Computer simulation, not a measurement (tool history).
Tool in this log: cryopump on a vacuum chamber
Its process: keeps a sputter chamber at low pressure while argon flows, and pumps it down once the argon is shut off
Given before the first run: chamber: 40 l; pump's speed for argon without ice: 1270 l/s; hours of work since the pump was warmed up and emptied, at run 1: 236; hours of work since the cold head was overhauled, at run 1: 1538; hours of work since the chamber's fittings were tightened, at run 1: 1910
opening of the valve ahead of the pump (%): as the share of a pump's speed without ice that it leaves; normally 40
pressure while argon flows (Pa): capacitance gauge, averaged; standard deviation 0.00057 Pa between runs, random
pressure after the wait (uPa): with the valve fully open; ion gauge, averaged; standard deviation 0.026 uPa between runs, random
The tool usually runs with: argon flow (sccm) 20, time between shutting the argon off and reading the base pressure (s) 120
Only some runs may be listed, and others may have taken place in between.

run    hour  argon flow (sccm)  time between shutting the argon off and reading the base pressure (s)  opening of the valve ahead of the pump (%)  hours of work since the pump was warmed up and emptied  hours of work since the cold head was overhauled  hours of work since the chamber's fittings were tightened  pressure while argon flows (Pa)  pressure after the wait (uPa)
  1     0.0                 20                                                                    120                                          40                                                     236                                              1538                                                       1910                           0.0699                           2.48
  2    81.7                 20                                                                    104                                          40                                                     277                                              1579                                                       1952                           0.0701                           2.66
  3   173.0                 20                                                                    104                                          40                                                     324                                              1625                                                       1998                           0.0722                           2.70
  4   247.9                 20                                                                    104                                          40                                                     361                                              1663                                                       2036                           0.0722                           2.76
  5   338.2                 20                                                                    120                                          40                                                     407                                              1709                                                       2081                           0.0744                           2.70
  6   429.5                 20                                                                    120                                          40                                                     453                                              1755                                                       2128                           0.0734                           2.84
  7   486.6                 20                                                                    120                                          40                                                     482                                              1784                                                       2156                           0.0750                           2.78
  8   573.8                 20                                                                    120                                          40                                                     526                                              1828                                                       2201                           0.0762                           2.87
  9   636.4                 20                                                                    120                                          40                                                     558                                              1859                                                       2232                           0.0771                           3.02
 10   718.4                 20                                                                     37                                          40                                                     599                                              1901                                                       2274                           0.0773                           5.12
      787.8  -- pump warmed up, emptied and cooled again
 11   796.2                 20                                                                     37                                          40                                                       4                                              1938                                                       2310                           0.0675                           4.42
 12   857.9                 20                                                                     37                                          40                                                      35                                              1969                                                       2342                           0.0672                           4.57
 13   920.3                 18                                                                    120                                          40                                                      67                                              2000                                                       2373                           0.0607                           2.58
 14  1004.8                 20                                                                     91                                          40                                                     110                                              2043                                                       2416                           0.0681                           2.99
 15  1075.1                 20                                                                    120                                          40                                                     145                                              2079                                                       2451                           0.0684                           2.71
 16  1155.3                 20                                                                     78                                          40                                                     186                                              2119                                                       2492                           0.0697                           3.24
 17  1223.9                 20                                                                    296                                          40                                                     220                                              2154                                                       2527                           0.0705                           2.39
 18  1265.7                 20                                                                    296                                          40                                                     242                                              2175                                                       2548                           0.0716                           2.38
 19  1315.6                 20                                                                    296                                          40                                                     267                                              2200                                                       2573                           0.0711                           2.45
 20  1392.5                 20                                                                     76                                          40                                                     306                                              2239                                                       2612                           0.0718                           3.57
 21  1443.3                 20                                                                     76                                          40                                                     331                                              2265                                                       2638                           0.0722                           3.53
 22  1515.6                 34                                                                     76                                          40                                                     368                                              2301                                                       2674                           0.1236                           3.69
 23  1593.5                 34                                                                    253                                          25                                                     407                                              2341                                                       2714                           0.1939                           2.81
 24  1631.7                 15                                                                     27                                          22                                                     427                                              2360                                                       2733                           0.0964                           6.31
 25  1686.5                 20                                                                     32                                          40                                                     454                                              2388                                                       2761                           0.0740                           5.90
 26  1745.1                 32                                                                     50                                          49                                                     484                                              2417                                                       2790                           0.1016                           4.57
 27  1791.8                 23                                                                     65                                          27                                                     508                                              2441                                                       2814                           0.1222                           4.34
 28  1855.9                 35                                                                     55                                          21                                                     540                                              2473                                                       2846                           0.2369                           4.81
 29  1931.2                 20                                                                    134                                          24                                                     578                                              2511                                                       2884                           0.1223                           3.53
 30  2004.9                 35                                                                    120                                          58                                                     615                                              2549                                                       2921                           0.1004                           3.77
     2038.6  -- pump warmed up, emptied and cooled again
 31  2082.8                 35                                                                    120                                          58                                                      22                                              2585                                                       2958                           0.0820                           2.81
 32  2120.4                 35                                                                    120                                          58                                                      41                                              2604                                                       2977                           0.0822                           2.99
 33  2203.2                 20                                                                    120                                          20                                                      83                                              2646                                                       3019                           0.1349                           3.04
 34  2259.6                 20                                                                    120                                          47                                                     112                                              2675                                                       3048                           0.0587                           3.10
 35  2296.9                 20                                                                    120                                          25                                                     131                                              2694                                                       3067                           0.1086                           3.05

Predict each of these 3 candidate next runs independently; none follows another, all start after run 35:
  A  2357.9                 38                                                                     87                                          25                                                     161                                              2725                                                       3097                                ?                              ?
  B  2357.9                 28                                                                    116                                          25                                                     161                                              2725                                                       3097                                ?                              ?
  C  2357.9                 20                                                                    120                                          41                                                     161                                              2725                                                       3097                                ?                              ?

run  pressure while argon flows (Pa)  pressure after the wait (uPa)
  A                           0.2093                           3.47
  B                           0.1525                           3.17
  C                           0.0673                           3.12
Stripped of hidden state, with their random variation kept, the same runs would have yielded:
run  pressure while argon flows (Pa)  pressure after the wait (uPa)
  A                           0.2042                           1.44
  B                           0.1488                           1.13
  C                           0.0647                           1.11

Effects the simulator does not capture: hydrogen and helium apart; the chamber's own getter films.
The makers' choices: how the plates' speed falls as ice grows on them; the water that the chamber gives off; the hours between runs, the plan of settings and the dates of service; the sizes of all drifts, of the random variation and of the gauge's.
